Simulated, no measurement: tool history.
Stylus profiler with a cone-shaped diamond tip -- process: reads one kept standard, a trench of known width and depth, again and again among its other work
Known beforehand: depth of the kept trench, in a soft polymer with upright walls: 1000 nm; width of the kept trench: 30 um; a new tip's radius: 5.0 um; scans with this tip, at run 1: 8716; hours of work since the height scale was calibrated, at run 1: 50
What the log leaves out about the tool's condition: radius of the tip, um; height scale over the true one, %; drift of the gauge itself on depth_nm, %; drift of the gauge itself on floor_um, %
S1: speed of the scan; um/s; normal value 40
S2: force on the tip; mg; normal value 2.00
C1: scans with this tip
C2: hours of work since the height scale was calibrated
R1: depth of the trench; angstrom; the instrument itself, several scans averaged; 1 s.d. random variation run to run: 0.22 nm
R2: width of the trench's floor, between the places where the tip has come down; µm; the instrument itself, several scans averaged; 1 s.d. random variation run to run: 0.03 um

Run 1, day 0.000: usual settings; C1 8716; C2 50. Result: R1 10066.1 angstrom, R2 22.25 µm.
Run 2, day 2.054: usual settings; C1 8926; C2 88. Result: R1 10064.9 angstrom, R2 22.16 µm.
Run 3, day 4.850: usual settings but S1 79 um/s; C1 9210; C2 140. Result: R1 10064.7 angstrom, R2 22.06 µm.
Run 4, day 7.512: usual settings; C1 9482; C2 189. Result: R1 10059.6 angstrom, R2 22.08 µm.
Run 5, day 9.275: usual settings; C1 9661; C2 222. Result: R1 10057.9 angstrom, R2 21.99 µm.
Run 6, day 10.546: usual settings; C1 9791; C2 245. Result: R1 10059.1 angstrom, R2 21.99 µm.
Run 7, day 11.842: usual settings; C1 9923; C2 269. Result: R1 10057.8 angstrom, R2 22.00 µm.
Run 8, day 14.838: usual settings; C1 10228; C2 325. Result: R1 10060.0 angstrom, R2 21.96 µm.
Run 9, day 16.138: usual settings; C1 10361; C2 349. Result: R1 10054.6 angstrom, R2 21.91 µm.
Run 10, day 18.867: usual settings but S2 1.55 mg; C1 10639; C2 399. Result: R1 10042.7 angstrom, R2 21.86 µm.
Run 11, day 20.458: usual settings but S2 0.77 mg; C1 10801; C2 429. Result: R1 10021.1 angstrom, R2 21.77 µm.
Run 12, day 22.588: usual settings; C1 11018; C2 468. Result: R1 10051.3 angstrom, R2 21.84 µm.
Run 13, day 24.071: usual settings; C1 11170; C2 496. Result: R1 10055.4 angstrom, R2 21.81 µm.
Run 14, day 26.483: usual settings; C1 11416; C2 541. Result: R1 10055.5 angstrom, R2 21.76 µm.
Run 15, day 27.721: usual settings; C1 11542; C2 564. Result: R1 10053.7 angstrom, R2 21.73 µm.
Run 16, day 29.754: usual settings; C1 11749; C2 601. Result: R1 10050.6 angstrom, R2 21.69 µm.

Run 17 has not been measured yet. What should we expect?
Run 17, day 31.512: usual settings but S1 13 um/s, S2 2.10 mg; C1 11928; C2 634. Result: R1 ?, R2 ?.

Run 17 produced R1 10048.6 angstrom, R2 21.75 µm.
Minus the tool's unlogged condition, the same run would have read R1 10073.4 angstrom, R2 23.98 µm.
